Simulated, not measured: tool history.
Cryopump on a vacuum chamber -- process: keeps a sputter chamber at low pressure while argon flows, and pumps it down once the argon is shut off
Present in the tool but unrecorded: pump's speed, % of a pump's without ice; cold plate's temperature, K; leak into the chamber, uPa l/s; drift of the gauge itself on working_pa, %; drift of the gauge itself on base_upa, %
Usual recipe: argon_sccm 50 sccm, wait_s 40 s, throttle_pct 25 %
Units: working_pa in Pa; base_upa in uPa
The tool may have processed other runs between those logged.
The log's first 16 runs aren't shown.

| run | day | argon_sccm | wait_s | throttle_pct | hours of work since the pump was warmed up and emptied | hours of work since the cold head was overhauled | hours of work since the chamber's fittings were tightened | working_pa | base_upa |
|---|---|---|---|---|---|---|---|---|---|
| 17 | 16.342 | 50 | 40 | 25 | 386 | 386 | 910 | 0.1427 | 1.47 |
| 18 | 17.1 | 39 | 29 | 47 | 398 | 398 | 922 | 0.0603 | 1.89 |
| 19 | 18.275 | 39 | 29 | 47 | 417 | 417 | 941 | 0.0606 | 1.9 |
| 20 | 19.154 | 46 | 159 | 36 | 431 | 431 | 955 | 0.0931 | 0.97 |
| 21 | 19.821 | 41 | 40 | 23 | 442 | 442 | 966 | 0.1273 | 1.58 |
| 22 | 20.604 | 49 | 41 | 23 | 454 | 454 | 979 | 0.1517 | 1.58 |
| 23 | 21.367 | 49 | 41 | 23 | 467 | 467 | 991 | 0.1531 | 1.61 |
| 24 | 22.483 | 50 | 58 | 48 | 484 | 484 | 1009 | 0.0782 | 1.34 |
| 25 | 23.596 | 28 | 40 | 50 | 502 | 502 | 1027 | 0.0422 | 1.65 |
| 26 | 24.796 | 69 | 43 | 48 | 522 | 522 | 1046 | 0.1068 | 1.62 |
| 27 | 25.454 | 34 | 24 | 48 | 532 | 532 | 1057 | 0.0534 | 2.25 |
| 28 | 26.971 | 38 | 30 | 17 | 557 | 557 | 1081 | 0.159 | 1.99 |
| 29 | 27.679 | 74 | 40 | 41 | 568 | 568 | 1092 | 0.1359 | 1.68 |
| 30 | 29.083 | 21 | 33 | 23 | 591 | 591 | 1115 | 0.0657 | 1.91 |
| 31 | 30.192 | 24 | 69 | 20 | 608 | 608 | 1133 | 0.0875 | 1.35 |
| 32 | 31.254 | 53 | 59 | 51 | 626 | 626 | 1150 | 0.0806 | 1.48 |
| 33 | 32.121 | 53 | 59 | 51 | 639 | 639 | 1164 | 0.0811 | 1.48 |

Each row is a separate what-if for the run after 33, all from the same tool condition, not one after another. Results?
| A | 32.979 | 48 | 40 | 15 | 653 | 653 | 1178 | ? | ? |
| B | 32.979 | 50 | 50 | 46 | 653 | 653 | 1178 | ? | ? |
| C | 32.979 | 20 | 40 | 34 | 653 | 653 | 1178 | ? | ? |
| D | 32.979 | 76 | 96 | 27 | 653 | 653 | 1178 | ? | ? |

| run | working_pa | base_upa |
|---|---|---|
| A | 0.23 | 1.78 |
| B | 0.0838 | 1.67 |
| C | 0.0436 | 1.77 |
| D | 0.208 | 1.33 |
What these runs would have given with no unlogged condition in the tool:
| run | working_pa | base_upa |
|---|---|---|
| A | 0.2217 | 0.96 |
| B | 0.0752 | 0.83 |
| C | 0.0401 | 0.96 |
| D | 0.1947 | 0.51 |
